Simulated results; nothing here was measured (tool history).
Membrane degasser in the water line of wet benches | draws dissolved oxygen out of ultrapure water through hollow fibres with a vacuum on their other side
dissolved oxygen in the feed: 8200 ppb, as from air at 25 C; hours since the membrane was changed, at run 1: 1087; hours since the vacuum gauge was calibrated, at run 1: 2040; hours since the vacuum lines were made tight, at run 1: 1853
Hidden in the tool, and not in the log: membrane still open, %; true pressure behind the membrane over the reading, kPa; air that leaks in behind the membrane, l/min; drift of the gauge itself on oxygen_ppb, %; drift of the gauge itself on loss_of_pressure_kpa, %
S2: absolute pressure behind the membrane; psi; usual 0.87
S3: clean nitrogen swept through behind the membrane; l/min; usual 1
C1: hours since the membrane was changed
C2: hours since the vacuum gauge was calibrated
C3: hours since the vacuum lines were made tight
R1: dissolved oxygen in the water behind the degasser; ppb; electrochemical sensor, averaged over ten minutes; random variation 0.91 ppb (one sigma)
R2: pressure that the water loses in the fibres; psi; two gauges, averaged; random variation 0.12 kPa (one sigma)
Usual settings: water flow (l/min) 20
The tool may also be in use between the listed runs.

{"run": 1, "hour": 0.0, "water flow (l/min)": 20, "S2": 0.87, "S3": 1, "C1": 1087, "C2": 2040, "C3": 1853, "R1": 169.7, "R2": 5.735}
{"run": 2, "hour": 59.6, "water flow (l/min)": 20, "S2": 0.87, "S3": 1, "C1": 1147, "C2": 2099, "C3": 1912, "R1": 169.3, "R2": 5.741}
{"run": 3, "hour": 103.6, "water flow (l/min)": 20, "S2": 0.87, "S3": 0.59, "C1": 1191, "C2": 2143, "C3": 1956, "R1": 237.6, "R2": 5.723}
{"run": 4, "hour": 165.2, "water flow (l/min)": 20, "S2": 0.87, "S3": 1, "C1": 1252, "C2": 2205, "C3": 2018, "R1": 168.7, "R2": 5.709}
{"run": 5, "hour": 214.5, "water flow (l/min)": 20, "S2": 0.87, "S3": 1, "C1": 1302, "C2": 2254, "C3": 2067, "R1": 167.6, "R2": 5.723}
{"run": 6, "hour": 274.1, "water flow (l/min)": 20, "S2": 0.87, "S3": 1, "C1": 1361, "C2": 2314, "C3": 2127, "R1": 170.3, "R2": 5.735}
{"run": 7, "hour": 316.7, "water flow (l/min)": 20, "S2": 0.87, "S3": 1, "C1": 1404, "C2": 2356, "C3": 2169, "R1": 168.5, "R2": 5.743}
{"run": 8, "hour": 372.7, "water flow (l/min)": 20, "S2": 0.87, "S3": 1, "C1": 1460, "C2": 2412, "C3": 2225, "R1": 169.1, "R2": 5.73}
{"run": 9, "hour": 439.4, "water flow (l/min)": 20, "S2": 0.87, "S3": 0.65, "C1": 1527, "C2": 2479, "C3": 2292, "R1": 226.5, "R2": 5.71}
{"run": 10, "hour": 475.6, "water flow (l/min)": 20, "S2": 0.87, "S3": 0.65, "C1": 1563, "C2": 2515, "C3": 2328, "R1": 223.4, "R2": 5.696}
{"run": 11, "hour": 516.7, "water flow (l/min)": 20, "S2": 0.87, "S3": 0.65, "C1": 1604, "C2": 2556, "C3": 2369, "R1": 224.3, "R2": 5.723}
{"run": 12, "hour": 578.3, "water flow (l/min)": 20, "S2": 0.87, "S3": 0.65, "C1": 1665, "C2": 2618, "C3": 2431, "R1": 225.8, "R2": 5.693}
{"run": 13, "hour": 611.4, "water flow (l/min)": 20, "S2": 0.87, "S3": 0.65, "C1": 1698, "C2": 2651, "C3": 2464, "R1": 226.7, "R2": 5.716}
{"run": 14, "hour": 641.3, "water flow (l/min)": 20, "S2": 0.87, "S3": 0.65, "C1": 1728, "C2": 2681, "C3": 2494, "R1": 226.2, "R2": 5.719}
{"run": 15, "hour": 675.9, "water flow (l/min)": 12, "S2": 1.011, "S3": 1.21, "C1": 1763, "C2": 2716, "C3": 2528, "R1": 94.1, "R2": 3.436}
{"run": 16, "hour": 714.1, "water flow (l/min)": 12, "S2": 1.011, "S3": 1.21, "C1": 1801, "C2": 2754, "C3": 2567, "R1": 93.9, "R2": 3.419}
{"run": 17, "hour": 783.4, "water flow (l/min)": 12, "S2": 1.011, "S3": 2.06, "C1": 1871, "C2": 2823, "C3": 2636, "R1": 58.3, "R2": 3.404}
{"run": 18, "hour": 847.9, "water flow (l/min)": 27, "S2": 1.179, "S3": 0.54, "C1": 1935, "C2": 2888, "C3": 2700, "R1": 579.7, "R2": 7.728}
{"run": 19, "hour": 897.7, "water flow (l/min)": 27, "S2": 1.179, "S3": 0.54, "C1": 1985, "C2": 2937, "C3": 2750, "R1": 574.5, "R2": 7.717}
{"run": 20, "hour": 945.2, "water flow (l/min)": 20, "S2": 1.43, "S3": 1, "C1": 2032, "C2": 2985, "C3": 2798, "R1": 335.7, "R2": 5.732}
{"run": 21, "hour": 978.1, "water flow (l/min)": 30, "S2": 1.43, "S3": 0.55, "C1": 2065, "C2": 3018, "C3": 2831, "R1": 815.9, "R2": 8.578}
{"run": 22, "hour": 1013.4, "water flow (l/min)": 18, "S2": 0.699, "S3": 1.08, "C1": 2101, "C2": 3053, "C3": 2866, "R1": 92, "R2": 5.131}
{"run": 23, "hour": 1075.2, "water flow (l/min)": 18, "S2": 0.699, "S3": 1.08, "C1": 2162, "C2": 3115, "C3": 2928, "R1": 91.9, "R2": 5.118}
{"run": 24, "hour": 1133.2, "water flow (l/min)": 17, "S2": 1.759, "S3": 0.55, "C1": 2220, "C2": 3173, "C3": 2986, "R1": 569.5, "R2": 4.86}
{"run": 25, "hour": 1174.6, "water flow (l/min)": 28, "S2": 1.468, "S3": 0.87, "C1": 2262, "C2": 3214, "C3": 3027, "R1": 589.2, "R2": 8.025}
{"run": 26, "hour": 1236.6, "water flow (l/min)": 28, "S2": 1.468, "S3": 0.86, "C1": 2324, "C2": 3276, "C3": 3089, "R1": 594.9, "R2": 8.006}

The same runs without the tool's hidden state, with the same run-to-run variation:
run=1 R1=164.8 R2=5.716
run=2 R1=164.4 R2=5.722
run=3 R1=230.5 R2=5.703
run=4 R1=163.5 R2=5.687
run=5 R1=162.4 R2=5.701
run=6 R1=164.9 R2=5.712
run=7 R1=163.1 R2=5.719
run=8 R1=163.6 R2=5.706
run=9 R1=219 R2=5.684
run=10 R1=215.9 R2=5.668
run=11 R1=216.8 R2=5.694
run=12 R1=218 R2=5.664
run=13 R1=218.9 R2=5.687
run=14 R1=218.3 R2=5.69
run=15 R1=90.9 R2=3.417
run=16 R1=90.7 R2=3.4
run=17 R1=56.3 R2=3.385
run=18 R1=567.6 R2=7.681
run=19 R1=562.4 R2=7.67
run=20 R1=328.9 R2=5.696
run=21 R1=802.6 R2=8.524
run=22 R1=86.6 R2=5.098
run=23 R1=86.4 R2=5.085
run=24 R1=561 R2=4.827
run=25 R1=578 R2=7.968
run=26 R1=583.4 R2=7.95
